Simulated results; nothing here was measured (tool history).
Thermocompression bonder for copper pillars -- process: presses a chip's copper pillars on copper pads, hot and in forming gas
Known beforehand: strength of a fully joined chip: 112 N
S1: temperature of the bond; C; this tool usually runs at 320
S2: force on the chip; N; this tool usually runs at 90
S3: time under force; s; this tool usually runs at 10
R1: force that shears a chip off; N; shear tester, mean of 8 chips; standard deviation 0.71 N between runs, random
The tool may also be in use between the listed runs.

| run | hour | S1 | S2 | S3 | R1 |
|---|---|---|---|---|---|
| 1 | 0.0 | 320 | 90 | 10 | 47.4 |
| 2 | 8.9 | 320 | 90 | 10 | 45.9 |
| 3 | 17.2 | 320 | 90 | 10 | 47.1 |
| 4 | 23.6 | 320 | 90 | 10 | 46.3 |
| 5 | 35.3 | 320 | 90 | 10 | 45.9 |
| 6 | 44.8 | 320 | 90 | 10 | 45.7 |
| 7 | 51.9 | 320 | 90 | 10 | 44.4 |
| 8 | 57.8 | 320 | 90 | 10 | 46.4 |
| 9 | 67.6 | 349 | 90 | 10 | 61.1 |
| 10 | 72.9 | 320 | 90 | 10 | 44.5 |
| 11 | 84.1 | 320 | 90 | 10 | 44.7 |
| 12 | 92.5 | 320 | 90 | 10 | 44.9 |
| 13 | 102.7 | 320 | 90 | 10 | 45.1 |
| 14 | 108.2 | 332 | 90 | 10 | 51.1 |
| 15 | 117.9 | 332 | 90 | 10 | 51.4 |
|  | 122.5 | forming gas filter changed |
| 16 | 127.1 | 320 | 90 | 5 | 37.6 |
| 17 | 132.0 | 320 | 90 | 5 | 37.6 |
| 18 | 140.5 | 320 | 94 | 19 | 65.5 |
| 19 | 150.9 | 320 | 94 | 19 | 63.0 |
| 20 | 156.8 | 335 | 61 | 23 | 60.2 |
| 21 | 166.2 | 309 | 62 | 23 | 45.3 |
| 22 | 177.2 | 350 | 99 | 10 | 70.0 |
| 23 | 187.7 | 297 | 88 | 16 | 41.1 |
| 24 | 194.5 | 320 | 61 | 6 | 30.5 |
| 25 | 204.9 | 337 | 58 | 26 | 61.1 |
| 26 | 216.6 | 322 | 90 | 25 | 66.5 |
| 27 | 226.2 | 314 | 82 | 28 | 59.7 |
| 28 | 236.4 | 313 | 88 | 12 | 45.6 |
| 29 | 243.6 | 337 | 68 | 26 | 66.6 |
| 30 | 254.0 | 326 | 68 | 12 | 45.0 |
| 31 | 259.6 | 349 | 90 | 16 | 73.8 |
| 32 | 270.4 | 324 | 90 | 9 | 48.3 |

5 ways to go on from here, each from the tool as it stands after run 32. What would each give?
| A | 280.5 | 333 | 58 | 14 | ? |
| B | 280.5 | 324 | 90 | 10 | ? |
| C | 280.5 | 320 | 69 | 10 | ? |
| D | 280.5 | 324 | 116 | 9 | ? |
| E | 280.5 | 325 | 90 | 10 | ? |

| run | R1 |
|---|---|
| A | 45.5 |
| B | 48.7 |
| C | 39.4 |
| D | 55.2 |
| E | 51.1 |
Without the tool's hidden state the same runs would have given:
| run | R1 |
|---|---|
| A | 49.2 |
| B | 52.6 |
| C | 42.5 |
| D | 59.6 |
| E | 55.2 |
